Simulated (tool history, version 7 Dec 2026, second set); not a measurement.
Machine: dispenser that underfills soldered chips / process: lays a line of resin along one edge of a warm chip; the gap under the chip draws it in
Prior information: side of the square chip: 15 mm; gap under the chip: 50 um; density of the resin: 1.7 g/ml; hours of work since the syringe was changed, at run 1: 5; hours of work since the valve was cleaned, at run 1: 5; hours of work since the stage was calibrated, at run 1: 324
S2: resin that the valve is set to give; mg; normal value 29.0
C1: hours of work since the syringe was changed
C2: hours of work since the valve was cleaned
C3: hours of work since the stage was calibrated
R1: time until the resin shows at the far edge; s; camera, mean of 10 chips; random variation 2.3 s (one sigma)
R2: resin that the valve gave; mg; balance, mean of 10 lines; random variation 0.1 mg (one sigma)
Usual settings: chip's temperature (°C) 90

Run 1, hour 0.0: usual settings; C1 5; C2 5; C3 324. Result: R1 304.0 s, R2 28.84 mg.
At hour 1.6: new syringe of resin.
Run 2, hour 6.4: usual settings; C1 3; C2 9; C3 327. Result: R1 273.2 s, R2 28.73 mg.
At hour 11.9: new syringe of resin.
Run 3, hour 18.3: usual settings; C1 4; C2 16; C3 334. Result: R1 293.4 s, R2 28.33 mg.
At hour 22.7: new syringe of resin.
Run 4, hour 27.7: usual settings; C1 3; C2 22; C3 340. Result: R1 286.6 s, R2 28.17 mg.
At hour 33.2: new syringe of resin.
Run 5, hour 40.9: usual settings but S2 25.0 mg; C1 5; C2 30; C3 348. Result: R1 314.4 s, R2 24.27 mg.
At hour 44.5: new syringe of resin.
Run 6, hour 52.8: usual settings; C1 5; C2 37; C3 355. Result: R1 311.9 s, R2 27.68 mg.
At hour 55.2: new syringe of resin.
Run 7, hour 64.8: usual settings; C1 6; C2 44; C3 363. Result: R1 321.6 s, R2 27.64 mg.
At hour 66.4: new syringe of resin.
Run 8, hour 71.9: usual settings but S2 31.5 mg; C1 3; C2 49; C3 367. Result: R1 285.0 s, R2 29.91 mg.
At hour 76.5: new syringe of resin.
Run 9, hour 78.2: usual settings but S2 31.5 mg; C1 1; C2 52; C3 370. Result: R1 256.8 s, R2 29.72 mg.
Run 10, hour 85.3: usual settings but S2 31.5 mg; C1 5; C2 57; C3 375. Result: R1 308.4 s, R2 29.65 mg.
At hour 87.3: new syringe of resin.
Run 11, hour 91.6: usual settings; C1 3; C2 60; C3 379. Result: R1 276.6 s, R2 27.29 mg.
At hour 98.0: new syringe of resin.
Run 12, hour 103.0: usual settings; C1 3; C2 67; C3 385. Result: R1 287.7 s, R2 27.17 mg.
At hour 107.3: dispensing valve cleaned and set on the balance.
At hour 109.6: new syringe of resin.
Run 13, hour 116.0: usual settings; C1 4; C2 5; C3 393. Result: R1 297.0 s, R2 29.00 mg.
At hour 119.7: new syringe of resin.
Run 14, hour 126.4: usual settings; C1 4; C2 11; C3 399. Result: R1 310.8 s, R2 28.68 mg.
At hour 130.3: new syringe of resin.
Run 15, hour 133.2: usual settings; C1 2; C2 15; C3 403. Result: R1 280.6 s, R2 28.49 mg.
At hour 140.4: new syringe of resin.
Run 16, hour 140.4: usual settings; C1 0; C2 20; C3 407. Result: R1 254.4 s, R2 28.36 mg.
At hour 151.1: new syringe of resin.
Run 17, hour 153.1: usual settings but chip's temperature (°C) 76, S2 25.5 mg; C1 1; C2 27; C3 415. Result: R1 441.1 s, R2 24.87 mg.
At hour 161.7: new syringe of resin.
Run 18, hour 167.4: usual settings but chip's temperature (°C) 76, S2 37.4 mg; C1 4; C2 36; C3 424. Result: R1 463.1 s, R2 36.21 mg.
At hour 172.6: new syringe of resin.
Run 19, hour 181.4: usual settings but chip's temperature (°C) 104, S2 27.8 mg; C1 5; C2 45; C3 432. Result: R1 210.7 s, R2 26.54 mg.
At hour 182.7: new syringe of resin.
Run 20, hour 187.5: usual settings but chip's temperature (°C) 96, S2 30.0 mg; C1 3; C2 48; C3 436. Result: R1 241.7 s, R2 28.52 mg.
At hour 193.7: new syringe of resin.
Run 21, hour 198.6: usual settings but chip's temperature (°C) 96, S2 30.0 mg; C1 3; C2 55; C3 442. Result: R1 242.7 s, R2 28.32 mg.
At hour 204.1: new syringe of resin.
Run 22, hour 211.2: usual settings but chip's temperature (°C) 96, S2 30.0 mg; C1 4; C2 62; C3 450. Result: R1 261.4 s, R2 28.34 mg.
At hour 214.7: new syringe of resin.
At hour 223.6: dispensing valve cleaned and set on the balance.
At hour 226.0: new syringe of resin.
Run 23, hour 226.0: usual settings but chip's temperature (°C) 101, S2 25.0 mg; C1 0; C2 1; C3 458. Result: R1 192.4 s, R2 24.87 mg.
Run 24, hour 235.5: usual settings but chip's temperature (°C) 104, S2 28.7 mg; C1 6; C2 7; C3 464. Result: R1 216.3 s, R2 28.59 mg.
At hour 236.6: new syringe of resin.
At hour 246.8: new syringe of resin.
Run 25, hour 246.9: usual settings but chip's temperature (°C) 97, S2 25.5 mg; C1 0; C2 14; C3 471. Result: R1 218.4 s, R2 25.18 mg.
At hour 257.0: new syringe of resin.
Run 26, hour 260.4: usual settings but chip's temperature (°C) 97, S2 25.5 mg; C1 2; C2 22; C3 479. Result: R1 231.1 s, R2 24.91 mg.
At hour 267.1: new syringe of resin.
Run 27, hour 269.6: usual settings but chip's temperature (°C) 97, S2 36.9 mg; C1 2; C2 28; C3 484. Result: R1 215.6 s, R2 35.91 mg.
At hour 277.2: new syringe of resin.
Run 28, hour 280.5: usual settings but chip's temperature (°C) 95, S2 32.0 mg; C1 2; C2 34; C3 491. Result: R1 236.2 s, R2 30.92 mg.
At hour 287.8: new syringe of resin.
Run 29, hour 294.3: usual settings but S2 27.0 mg; C1 4; C2 42; C3 499. Result: R1 316.3 s, R2 26.02 mg.
At hour 298.2: new syringe of resin.
Run 30, hour 307.7: usual settings but chip's temperature (°C) 99, S2 34.5 mg; C1 6; C2 51; C3 507. Result: R1 245.8 s, R2 32.77 mg.
At hour 308.6: new syringe of resin.
Run 31, hour 318.1: usual settings but chip's temperature (°C) 99, S2 34.5 mg; C1 6; C2 57; C3 514. Result: R1 247.9 s, R2 32.50 mg.

Here are 5 independent what-if runs from the current tool condition. What would each one return?
At hour 319.2: new syringe of resin.
Run A, hour 326.6: usual settings but chip's temperature (°C) 89, S2 32.8 mg; C1 5; C2 62; C3 519. Result: R1 ?, R2 ?.
At hour 319.2: new syringe of resin.
Run B, hour 326.6: usual settings but chip's temperature (°C) 92, S2 26.6 mg; C1 5; C2 62; C3 519. Result: R1 ?, R2 ?.
At hour 319.2: new syringe of resin.
Run C, hour 326.6: usual settings but chip's temperature (°C) 79, S2 34.5 mg; C1 5; C2 62; C3 519. Result: R1 ?, R2 ?.
At hour 319.2: new syringe of resin.
Run D, hour 326.6: usual settings but chip's temperature (°C) 87, S2 37.3 mg; C1 5; C2 62; C3 519. Result: R1 ?, R2 ?.
At hour 319.2: new syringe of resin.
Run E, hour 326.6: usual settings but chip's temperature (°C) 76, S2 26.5 mg; C1 5; C2 62; C3 519. Result: R1 ?, R2 ?.

run     R1     R2
  A  333.7  30.83
  B  312.0  25.04
  C  457.0  32.52
  D  344.1  34.83
  E  520.5  25.05
Take away the tool's hidden state, keep each run's random variation, and the runs would have read:
run     R1     R2
  A  235.8  32.81
  B  218.8  26.65
  C  321.1  34.60
  D  243.6  37.07
  E  360.7  26.66
